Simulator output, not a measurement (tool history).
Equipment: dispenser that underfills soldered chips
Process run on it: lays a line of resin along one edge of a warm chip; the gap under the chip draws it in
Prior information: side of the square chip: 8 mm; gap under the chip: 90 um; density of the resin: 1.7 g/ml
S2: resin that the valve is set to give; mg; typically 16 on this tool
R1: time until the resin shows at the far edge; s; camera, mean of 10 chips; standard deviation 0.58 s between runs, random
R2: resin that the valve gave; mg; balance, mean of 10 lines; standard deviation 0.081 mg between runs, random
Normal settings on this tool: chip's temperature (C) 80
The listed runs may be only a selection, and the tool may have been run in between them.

Run 1, hour 0: usual settings. Result: R1 60.5 s, R2 14.96 mg.
Run 2, hour 6.2: usual settings. Result: R1 78.4 s, R2 14.95 mg.
At hour 9.1: new syringe of resin.
Run 3, hour 11.1: usual settings but S2 17.3 mg. Result: R1 52.6 s, R2 16.08 mg.
Run 4, hour 15: usual settings but S2 17.3 mg. Result: R1 63 s, R2 16.18 mg.
Run 5, hour 18.4: usual settings but S2 15.2 mg. Result: R1 73 s, R2 14.13 mg.
At hour 23.3: new syringe of resin.
Run 6, hour 23.7: usual settings. Result: R1 49.8 s, R2 14.9 mg.
Run 7, hour 28.3: usual settings. Result: R1 62 s, R2 14.75 mg.
Run 8, hour 31.4: usual settings. Result: R1 69.3 s, R2 14.66 mg.
Run 9, hour 34.5: usual settings. Result: R1 77.3 s, R2 14.77 mg.
At hour 37.6: new syringe of resin.
Run 10, hour 38.5: usual settings but chip's temperature (C) 82. Result: R1 46.9 s, R2 14.68 mg.
Run 11, hour 41.9: usual settings but S2 13.7 mg. Result: R1 60.3 s, R2 12.57 mg.
Run 12, hour 46.5: usual settings but S2 13.7 mg. Result: R1 74.9 s, R2 12.56 mg.
Run 13, hour 49.8: usual settings. Result: R1 81.5 s, R2 14.62 mg.
At hour 52: new syringe of resin.
Run 14, hour 54: usual settings. Result: R1 52.4 s, R2 14.63 mg.
Run 15, hour 58.9: usual settings. Result: R1 65.2 s, R2 14.53 mg.
Run 16, hour 63: usual settings. Result: R1 76.6 s, R2 14.49 mg.
At hour 64.4: dispensing valve cleaned and set on the balance.
At hour 67.2: new syringe of resin.
Run 17, hour 67.6: usual settings. Result: R1 49.2 s, R2 15.99 mg.
Run 18, hour 70.8: usual settings. Result: R1 56.3 s, R2 15.95 mg.
Run 19, hour 75.1: usual settings. Result: R1 68.2 s, R2 15.81 mg.
At hour 81.6: new syringe of resin.
Run 20, hour 81.6: usual settings but chip's temperature (C) 92, S2 15.8 mg. Result: R1 29.6 s, R2 15.65 mg.
Run 21, hour 85.2: usual settings but chip's temperature (C) 92, S2 15.8 mg. Result: R1 35 s, R2 15.55 mg.
Run 22, hour 88.5: usual settings but chip's temperature (C) 92, S2 15.8 mg. Result: R1 39.1 s, R2 15.43 mg.
Run 23, hour 93: usual settings but chip's temperature (C) 76, S2 14.3 mg. Result: R1 94.3 s, R2 14.18 mg.
At hour 95.8: new syringe of resin.
Run 24, hour 97.3: usual settings but chip's temperature (C) 79. Result: R1 53.9 s, R2 15.57 mg.
Run 25, hour 102.7: usual settings but chip's temperature (C) 79. Result: R1 67.3 s, R2 15.61 mg.
Run 26, hour 106.9: usual settings but chip's temperature (C) 94. Result: R1 43.8 s, R2 15.42 mg.
At hour 110.3: new syringe of resin.
Run 27, hour 113: usual settings but chip's temperature (C) 74, S2 15.8 mg. Result: R1 69.5 s, R2 15.27 mg.
Run 28, hour 119.4: usual settings but chip's temperature (C) 74, S2 15.8 mg. Result: R1 92.8 s, R2 15.12 mg.
At hour 124.2: new syringe of resin.
Run 29, hour 125.7: usual settings but chip's temperature (C) 76, S2 18.3 mg. Result: R1 59.5 s, R2 17.54 mg.
Run 30, hour 131.4: usual settings but chip's temperature (C) 81, S2 14.2 mg. Result: R1 64.1 s, R2 13.57 mg.
Run 31, hour 136.4: usual settings but chip's temperature (C) 74, S2 19.3 mg. Result: R1 102.5 s, R2 18.67 mg.
At hour 138.5: new syringe of resin.
Run 32, hour 140.1: usual settings but chip's temperature (C) 94, S2 18.6 mg. Result: R1 28.8 s, R2 17.67 mg.
Run 33, hour 146.6: usual settings but chip's temperature (C) 76. Result: R1 78.5 s, R2 15.3 mg.
Run 34, hour 150.9: usual settings but S2 16.2 mg. Result: R1 80.7 s, R2 15.25 mg.
At hour 152.8: new syringe of resin.
Run 35, hour 155.1: usual settings but chip's temperature (C) 69, S2 15.5 mg. Result: R1 86.1 s, R2 14.6 mg.
Run 36, hour 159.7: usual settings but chip's temperature (C) 90, S2 20 mg. Result: R1 42.4 s, R2 18.86 mg.
Run 37, hour 163.4: usual settings but chip's temperature (C) 94, S2 16.1 mg. Result: R1 44.3 s, R2 15.16 mg.

A few steps of R1 between consecutive runs. Split each: what settings, incoming material and random variation would produce without the hidden state, and what is left over for the hidden state, along with gauge scatter present in only one of the two compared results (measured, and without hidden state):
The hidden state here: resin's viscosity, % of fresh resin's; dose that the valve gives, % of what is set; true chip temperature over the reading, C; drift of the gauge itself on fill_s, %; drift of the gauge itself on given_mg, %.
Run 13 -> 14: new syringe of resin. R1 -29.1 s: hidden state -28.7, all else -0.4.
Run 22 -> 23: chip's temperature (C) 92 -> 76, S2 15.8 -> 14.3. R1 +55.2 s: hidden state +25.8, all else +29.4.
Run 23 -> 24: chip's temperature (C) 76 -> 79, S2 14.3 -> 16, new syringe of resin. R1 -40.4 s: hidden state -32.9, all else -7.5.
Run 31 -> 32: chip's temperature (C) 74 -> 94, S2 19.3 -> 18.6, new syringe of resin. R1 -73.7 s: hidden state -39.5, all else -34.2.
Run 32 -> 33: chip's temperature (C) 94 -> 76, S2 18.6 -> 16. R1 +49.7 s: hidden state +19.8, all else +29.9.

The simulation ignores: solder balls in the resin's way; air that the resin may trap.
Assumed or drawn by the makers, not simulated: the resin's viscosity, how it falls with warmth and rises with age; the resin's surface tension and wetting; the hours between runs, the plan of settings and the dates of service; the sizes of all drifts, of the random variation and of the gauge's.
